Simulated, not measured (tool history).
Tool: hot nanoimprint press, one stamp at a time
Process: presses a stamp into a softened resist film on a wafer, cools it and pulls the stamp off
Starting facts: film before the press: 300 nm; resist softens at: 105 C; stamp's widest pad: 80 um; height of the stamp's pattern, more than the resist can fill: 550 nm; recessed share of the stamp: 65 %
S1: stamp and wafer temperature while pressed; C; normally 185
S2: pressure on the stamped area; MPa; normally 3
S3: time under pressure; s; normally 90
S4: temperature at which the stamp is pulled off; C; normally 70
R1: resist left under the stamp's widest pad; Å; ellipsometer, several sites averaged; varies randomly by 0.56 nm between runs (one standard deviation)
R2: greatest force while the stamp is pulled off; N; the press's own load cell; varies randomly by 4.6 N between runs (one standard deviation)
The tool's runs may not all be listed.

run,hour,S1,S2,S3,S4,R1,R2
1,0,185,3,90,70,1656,275
2,17.3,185,3,127,70,1479,287
# hour 27.9: plate thermocouple calibrated
3,36.6,185,3,90,70,1698,281
4,55.6,185,3,90,70,1698,303
5,65.9,185,3,90,70,1703,301
6,85.3,185,3,90,70,1704,315
7,103.5,185,2.02,90,70,1970,305
8,116.3,187,2.02,90,70,1822,309
# hour 131.1: plate thermocouple calibrated, once more
9,137.1,185,3.94,90,70,1445,311
10,152.3,185,3,90,63,1609,342
11,174.8,185,3,90,63,1625,341
12,194.6,185,3,90,63,1620,354
13,210.3,185,3,88,70,1634,342
14,219.8,185,3,88,70,1635,345
15,242.2,175,1.91,47,70,2721,347
16,256.3,175,1.91,47,70,2736,359
17,271.4,192,4.41,104,72,939,367
18,290.5,192,4.41,104,72,939,370
# hour 300.6: press's hydraulic seals changed and the load cell set to zero
19,319,192,4.41,92,72,967,381
20,336.5,192,4.41,92,72,981,380
21,358,188,4.41,92,72,1193,390
22,376.5,196,3,90,76,993,379
23,392.5,185,3,135,61,1419,418
24,405.4,185,3,135,61,1428,430
25,427.9,175,2.6,48,72,2642,416
26,438.5,185,3,90,64,1642,435
27,450.8,185,3.79,64,61,1685,439

Below, each run's measurement less what the same run would have read without the hidden state. Both values contain the same run-to-run variation, but the gauge's scatter may not be the same in both:
What the log doesn't record here: true temperature over the reading, C; pressure that arrives at the usual setting, %; grip of the stamp's worn release coat, % over a new coat's; drift of the gauge itself on residual_nm, %; drift of the gauge itself on pull_off_n, %.
run,R1,R2
1,+67,+51
2,+66,+58
3,+112,+61
4,+114,+71
5,+115,+73
6,+117,+81
7,+117,+82
8,+116,+87
9,+29,+90
10,+29,+103
11,+32,+109
12,+34,+117
13,+35,+116
14,+36,+120
15,+16,+125
16,+17,+132
17,+31,+138
18,+33,+145
19,+26,+153
20,+28,+157
21,+36,+165
22,+29,+164
23,+43,+184
24,+45,+193
25,+31,+190
26,+51,+202
27,+53,+206
